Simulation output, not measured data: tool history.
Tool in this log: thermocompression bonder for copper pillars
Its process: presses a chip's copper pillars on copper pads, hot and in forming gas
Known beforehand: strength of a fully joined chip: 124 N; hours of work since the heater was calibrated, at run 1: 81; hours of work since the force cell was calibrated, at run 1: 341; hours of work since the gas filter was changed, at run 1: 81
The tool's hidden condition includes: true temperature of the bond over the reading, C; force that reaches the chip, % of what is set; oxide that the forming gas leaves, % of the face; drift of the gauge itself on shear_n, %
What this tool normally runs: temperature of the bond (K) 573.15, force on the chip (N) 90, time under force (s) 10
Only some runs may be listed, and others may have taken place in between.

run	hour	temperature of the bond (K)	force on the chip (N)	time under force (s)	hours of work since the heater was calibrated	hours of work since the force cell was calibrated	hours of work since the gas filter was changed	force that shears a chip off (N)
1	0.0	573.15	90	10	81	341	81	76.8
2	17.1	573.15	90	10	94	353	94	76.4
3	34.5	573.15	90	10	106	366	106	76.3
# hour 42.6: forming gas filter changed
4	55.2	600.15	90	10	121	381	9	95.7
5	71.3	600.15	90	10	133	393	21	95.3
6	95.6	600.15	90	10	151	411	39	94.9
7	109.8	600.15	90	18	162	421	50	105.3
8	120.8	600.15	90	18	170	429	58	104.9
9	133.2	600.15	90	18	179	438	67	105.1
10	146.9	573.15	66	10	189	448	77	63.2
11	172.2	573.15	90	14	208	467	96	84.4
12	186.9	573.15	90	14	218	478	106	84.1
# hour 195.0: forming gas filter changed
13	213.4	573.15	90	10	238	497	14	79.6
14	233.0	573.15	90	10	252	512	28	79.2
15	259.4	602.15	100	27	272	531	47	114.1
# hour 262.9: force cell calibrated
16	277.0	602.15	100	27	283	10	59	113.8
17	291.2	602.15	100	27	294	21	70	113.3
18	304.2	602.15	100	27	303	30	79	112.5
# hour 323.5: force cell calibrated, once more
19	329.6	573.15	113	5	321	4	97	73.5
# hour 350.6: forming gas filter changed
20	352.3	573.15	113	5	337	21	1	76.1
21	369.9	573.15	96	5	350	34	14	68.1
22	385.4	573.15	96	5	362	45	26	67.8
23	411.7	565.15	69	7	381	65	45	55.0
24	429.0	573.15	97	10	394	77	58	83.3
25	445.4	573.15	90	24	406	90	70	97.8
26	462.4	574.15	90	10	419	102	82	79.6

Consider 3 possible next runs. They are alternatives, not a sequence: every one starts from the tool as it was left by run 26. What does each give?
A	486.6	562.15	131	18	436	120	100	?
B	486.6	574.15	90	19	436	120	100	?
C	486.6	598.15	129	6	436	120	100	?

run	force that shears a chip off (N)
A	100.3
B	92.9
C	98.3
Had the tool no hidden state, the same runs would have come out as:
run	force that shears a chip off (N)
A	102.6
B	94.8
C	100.7
